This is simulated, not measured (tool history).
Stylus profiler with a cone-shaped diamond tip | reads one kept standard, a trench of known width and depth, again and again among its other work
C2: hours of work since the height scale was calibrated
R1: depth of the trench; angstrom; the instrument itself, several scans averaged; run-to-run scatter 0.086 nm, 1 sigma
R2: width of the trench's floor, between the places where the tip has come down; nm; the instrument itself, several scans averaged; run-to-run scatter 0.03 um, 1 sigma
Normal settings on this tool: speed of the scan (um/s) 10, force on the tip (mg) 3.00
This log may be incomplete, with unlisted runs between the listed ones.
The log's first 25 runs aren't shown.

{"run": 26, "hour": 882.1, "speed of the scan (um/s)": 34, "force on the tip (mg)": 2.54, "scans with this tip": 2756, "C2": 619, "R1": 1010.5, "R2": 28490}
{"run": 27, "hour": 907.9, "speed of the scan (um/s)": 3, "force on the tip (mg)": 3.27, "scans with this tip": 2827, "C2": 635, "R1": 1010.8, "R2": 28600}
{"run": 28, "hour": 946.1, "speed of the scan (um/s)": 14, "force on the tip (mg)": 2.91, "scans with this tip": 2932, "C2": 659, "R1": 1010.1, "R2": 28590}
{"run": 29, "hour": 988.7, "speed of the scan (um/s)": 10, "force on the tip (mg)": 6.47, "scans with this tip": 3050, "C2": 685, "R1": 1017.3, "R2": 28610}
{"run": 30, "hour": 1026.7, "speed of the scan (um/s)": 26, "force on the tip (mg)": 1.12, "scans with this tip": 3155, "C2": 709, "R1": 1005.7, "R2": 28530}
{"run": 31, "hour": 1049.4, "speed of the scan (um/s)": 26, "force on the tip (mg)": 1.12, "scans with this tip": 3218, "C2": 723, "R1": 1005.8, "R2": 28460}
{"run": 32, "hour": 1073.4, "speed of the scan (um/s)": 26, "force on the tip (mg)": 1.12, "scans with this tip": 3284, "C2": 738, "R1": 1006.1, "R2": 28440}
{"run": 33, "hour": 1098.2, "speed of the scan (um/s)": 40, "force on the tip (mg)": 1.23, "scans with this tip": 3353, "C2": 753, "R1": 1007.8, "R2": 28400}
{"run": 34, "hour": 1138.7, "speed of the scan (um/s)": 7, "force on the tip (mg)": 1.22, "scans with this tip": 3464, "C2": 778, "R1": 1003.7, "R2": 28490}
{"run": 35, "hour": 1174.8, "speed of the scan (um/s)": 7, "force on the tip (mg)": 1.22, "scans with this tip": 3564, "C2": 801, "R1": 1005.5, "R2": 28540}
{"run": 36, "hour": 1212.1, "speed of the scan (um/s)": 10, "force on the tip (mg)": 1.97, "scans with this tip": 3667, "C2": 824, "R1": 1007.6, "R2": 28560}
{"run": 37, "hour": 1252.7, "speed of the scan (um/s)": 10, "force on the tip (mg)": 1.97, "scans with this tip": 3779, "C2": 849, "R1": 1007.1, "R2": 28590}
{"run": 38, "hour": 1289.7, "speed of the scan (um/s)": 10, "force on the tip (mg)": 3.0, "scans with this tip": 3881, "C2": 872, "R1": 1008.5, "R2": 28590}
{"run": 39, "hour": 1338.8, "speed of the scan (um/s)": 10, "force on the tip (mg)": 3.0, "scans with this tip": 4017, "C2": 903, "R1": 1010.5, "R2": 28560}
{"run": 40, "hour": 1387.6, "speed of the scan (um/s)": 10, "force on the tip (mg)": 3.0, "scans with this tip": 4152, "C2": 933, "R1": 1011.4, "R2": 28590}
{"run": 41, "hour": 1418.5, "speed of the scan (um/s)": 38, "force on the tip (mg)": 3.84, "scans with this tip": 4237, "C2": 952, "R1": 1013.3, "R2": 28520}
{"run": 42, "hour": 1455.6, "speed of the scan (um/s)": 10, "force on the tip (mg)": 8.36, "scans with this tip": 4340, "C2": 975, "R1": 1020.8, "R2": 28610}
{"run": 43, "hour": 1479.4, "speed of the scan (um/s)": 4, "force on the tip (mg)": 5.75, "scans with this tip": 4405, "C2": 990, "R1": 1016.1, "R2": 28600}
{"run": 44, "hour": 1520.1, "speed of the scan (um/s)": 3, "force on the tip (mg)": 7.58, "scans with this tip": 4518, "C2": 1015, "R1": 1019.8, "R2": 28550}
{"run": 45, "hour": 1554.5, "speed of the scan (um/s)": 3, "force on the tip (mg)": 7.58, "scans with this tip": 4613, "C2": 1036, "R1": 1017.3, "R2": 28590}
{"run": 46, "hour": 1592.7, "speed of the scan (um/s)": 3, "force on the tip (mg)": 7.58, "scans with this tip": 4718, "C2": 1060, "R1": 1019.5, "R2": 28590}

Predict each of these 3 candidate next runs independently; none follows another, all start after run 46:
{"run": "A", "hour": 1635.4, "speed of the scan (um/s)": 28, "force on the tip (mg)": 2.62, "scans with this tip": 4836, "C2": 1087, "R1": "?", "R2": "?"}
{"run": "B", "hour": 1635.4, "speed of the scan (um/s)": 6, "force on the tip (mg)": 3.92, "scans with this tip": 4836, "C2": 1087, "R1": "?", "R2": "?"}
{"run": "C", "hour": 1635.4, "speed of the scan (um/s)": 14, "force on the tip (mg)": 3.47, "scans with this tip": 4836, "C2": 1087, "R1": "?", "R2": "?"}

run=A R1=1010.3 R2=28490
run=B R1=1012.2 R2=28610
run=C R1=1011.9 R2=28580
With the hidden condition removed and each run's random variation left untouched, the same runs would have given:
run=A R1=1010.3 R2=28490
run=B R1=1012.1 R2=28610
run=C R1=1011.9 R2=28580
